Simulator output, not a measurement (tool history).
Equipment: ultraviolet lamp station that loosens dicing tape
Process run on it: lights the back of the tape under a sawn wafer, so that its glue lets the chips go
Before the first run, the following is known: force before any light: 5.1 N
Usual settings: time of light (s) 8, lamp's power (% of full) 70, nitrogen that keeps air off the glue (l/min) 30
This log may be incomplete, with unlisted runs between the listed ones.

run	hour	time of light (s)	lamp's power (% of full)	nitrogen that keeps air off the glue (l/min)	force that peels the tape off (N)	light that reached the tape (mJ/cm2)
1	0	8	70	30	0.745	387
2	53.1	8	70	30	0.758	387
3	94.2	8	84	30	0.592	458
4	146.9	8	84	30	0.608	448
5	181	8	84	30	0.6	447
6	231.3	8	84	30	0.626	441
7	284.1	8	70	30	0.828	362
8	341.7	8	70	30	0.875	356
# hour 373.9: window cleaned of glue's vapour
9	390.3	12	70	30	0.364	590
10	453.1	12	70	30	0.396	574
11	496.2	8	70	30	0.802	376
12	560	8	70	30	0.811	371
13	604.9	8	70	30	0.82	370
14	658.2	8	70	30	0.857	364
15	712.2	13	70	30	0.38	579
16	767.3	8	70	30	0.868	352
17	811.5	8	70	30	0.885	347
18	864.9	8	70	30	0.897	343
19	905.6	8	70	30	0.913	340
20	963.1	8	70	30	0.985	337
21	990.1	8	70	30	0.979	324
22	1038.4	6	82	35	1.178	282
# hour 1043.8: window cleaned of glue's vapour
23	1066.3	8	61	30	1.076	315
# hour 1095.4: lamp changed
24	1128.7	13	89	28	0.215	949
25	1182.7	8	70	19	0.702	450
26	1215.7	4	88	59	1.022	280
27	1271.6	10	70	11	0.64	547
28	1312.9	10	70	11	0.62	546
29	1376.7	10	70	11	0.681	530
30	1414.7	10	94	39	0.276	709
31	1455.2	8	85	30	0.475	507
32	1510.5	8	89	30	0.43	524
33	1546.3	5	70	30	1.384	252
34	1593	5	70	30	1.383	247
35	1657	5	70	30	1.389	246
36	1710.1	8	70	21	0.856	395
# hour 1714.3: window cleaned of glue's vapour
37	1741.6	11	94	10	0.359	796
38	1787.2	10	60	37	0.514	454
39	1823.8	14	85	30	0.227	909
40	1887	14	85	30	0.234	881
41	1949.1	10	78	30	0.4	567
42	1985	10	78	30	0.405	568

4 options for the next run, each taken on its own from the tool as it stands now. Forecast them:
A	2020.4	9	70	21	?	?
B	2020.4	7	63	56	?	?
C	2020.4	8	70	10	?	?
D	2020.4	13	74	58	?	?

run	force that peels the tape off (N)	light that reached the tape (mJ/cm2)
A	0.676	452
B	0.875	313
C	1.071	394
D	0.257	686
Stripped of hidden state, with their random variation kept, the same runs would have yielded:
run	force that peels the tape off (N)	light that reached the tape (mJ/cm2)
A	0.514	532
B	0.674	369
C	0.842	465
D	0.223	808
